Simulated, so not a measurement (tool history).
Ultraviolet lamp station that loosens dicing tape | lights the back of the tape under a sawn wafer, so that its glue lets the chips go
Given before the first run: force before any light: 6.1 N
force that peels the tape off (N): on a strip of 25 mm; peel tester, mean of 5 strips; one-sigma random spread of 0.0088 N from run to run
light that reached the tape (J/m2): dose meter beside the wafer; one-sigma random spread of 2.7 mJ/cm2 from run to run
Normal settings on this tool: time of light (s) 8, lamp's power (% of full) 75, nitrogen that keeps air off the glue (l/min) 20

run   hour  time of light (s)  lamp's power (% of full)  nitrogen that keeps air off the glue (l/min)  force that peels the tape off (N)  light that reached the tape (J/m2)
  1      0                  8                        75                                            20                              0.588                                3020
  2   17.1                  8                        75                                            20                              0.615                                3040
  3   32.1                  8                        75                                            20                              0.594                                2940
  4   54.9                  8                       100                                            20                               0.32                                3880
  5   84.2                  8                        75                                            20                              0.663                                2900
  6  105.8                  8                        75                                            20                               0.69                                2880
  7  122.4                  8                        75                                            20                              0.695                                2840
  8  146.2                  8                        75                                            20                              0.705                                2760
  9  176.8                  8                        75                                            20                              0.764                                2680
 10    213                  8                        75                                            20                              0.779                                2620
     219.2  -- window cleaned of glue's vapour
 11    242                  8                        75                                            20                              0.879                                2490
 12  269.9                  7                        76                                            27                              1.054                                2140
 13  299.2                  8                        74                                            12                              1.152                                2350
 14  320.5                  8                        64                                            34                              1.099                                1980
 15  347.4                  8                        64                                            34                              1.141                                1970
 16  363.2                  8                        72                                            16                              1.213                                2170
 17  391.6                  8                        72                                            16                              1.253                                2170
     401.6  -- window cleaned of glue's vapour, once more
 18  408.5                 15                        70                                            26                              0.231                                4340
 19  444.8                 15                        70                                            26                              0.231                                4290
 20  480.2                 15                        70                                            26                              0.245                                4120

Each row is a separate what-if for the run after 20, all from the same tool condition, not one after another. Results?
  A  499.7                  4                        70                                            25                                  ?                                   ?
  B  499.7                 13                        72                                            15                                  ?                                   ?
  C  499.7                  4                        65                                            31                                  ?                                   ?
  D  499.7                 13                        75                                            20                                  ?                                   ?
  E  499.7                  8                        75                                            15                                  ?                                   ?

run  force that peels the tape off (N)  light that reached the tape (J/m2)
  A                              2.547                                1100
  B                              0.466                                3600
  C                               2.64                                 980
  D                               0.35                                3780
  E                              1.135                                2300
Without the tool's unlogged condition, the same runs would have read:
run  force that peels the tape off (N)  light that reached the tape (J/m2)
  A                              1.481                                1770
  B                               0.13                                5840
  C                              1.568                                1600
  D                              0.101                                6130
  E                               0.43                                3740

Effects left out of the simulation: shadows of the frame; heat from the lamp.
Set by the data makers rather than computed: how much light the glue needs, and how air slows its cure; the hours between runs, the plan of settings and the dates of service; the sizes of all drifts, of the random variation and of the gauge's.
